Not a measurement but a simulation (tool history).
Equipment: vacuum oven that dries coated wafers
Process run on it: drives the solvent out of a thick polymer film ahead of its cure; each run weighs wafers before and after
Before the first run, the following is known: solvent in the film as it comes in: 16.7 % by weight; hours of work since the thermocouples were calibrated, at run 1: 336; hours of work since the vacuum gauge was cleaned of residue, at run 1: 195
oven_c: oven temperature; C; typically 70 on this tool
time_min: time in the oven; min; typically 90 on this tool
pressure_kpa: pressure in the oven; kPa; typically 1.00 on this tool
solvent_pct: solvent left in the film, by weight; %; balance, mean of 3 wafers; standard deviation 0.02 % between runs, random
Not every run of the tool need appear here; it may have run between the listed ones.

| run | hour | oven_c | time_min | pressure_kpa | hours of work since the thermocouples were calibrated | hours of work since the vacuum gauge was cleaned of residue | solvent_pct |
|---|---|---|---|---|---|---|---|
| 1 | 0.0 | 70 | 90 | 1.00 | 336 | 195 | 3.45 |
| 2 | 20.6 | 70 | 141 | 1.00 | 349 | 209 | 2.09 |
| 3 | 37.3 | 62 | 90 | 1.00 | 360 | 220 | 5.56 |
| 4 | 50.6 | 62 | 46 | 1.00 | 369 | 229 | 8.45 |
| 5 | 69.3 | 62 | 46 | 1.00 | 382 | 241 | 8.40 |
| 6 | 90.0 | 70 | 90 | 1.00 | 395 | 255 | 3.39 |
| 7 | 102.0 | 70 | 90 | 1.19 | 403 | 263 | 3.64 |
| 8 | 122.9 | 70 | 90 | 1.19 | 417 | 276 | 3.66 |
| 9 | 136.2 | 70 | 90 | 1.19 | 426 | 285 | 3.63 |
| 10 | 152.7 | 70 | 90 | 1.19 | 436 | 296 | 3.64 |
| 11 | 169.3 | 70 | 90 | 1.19 | 447 | 307 | 3.63 |
| 12 | 191.7 | 70 | 90 | 1.19 | 462 | 322 | 3.67 |

What will run 13 give?
| 13 | 208.5 | 70 | 90 | 1.19 | 473 | 333 | ? |

solvent_pct: 3.64 %
On a tool with no hidden condition, and with the same random variation, this run would have come out at solvent_pct 3.69 %.

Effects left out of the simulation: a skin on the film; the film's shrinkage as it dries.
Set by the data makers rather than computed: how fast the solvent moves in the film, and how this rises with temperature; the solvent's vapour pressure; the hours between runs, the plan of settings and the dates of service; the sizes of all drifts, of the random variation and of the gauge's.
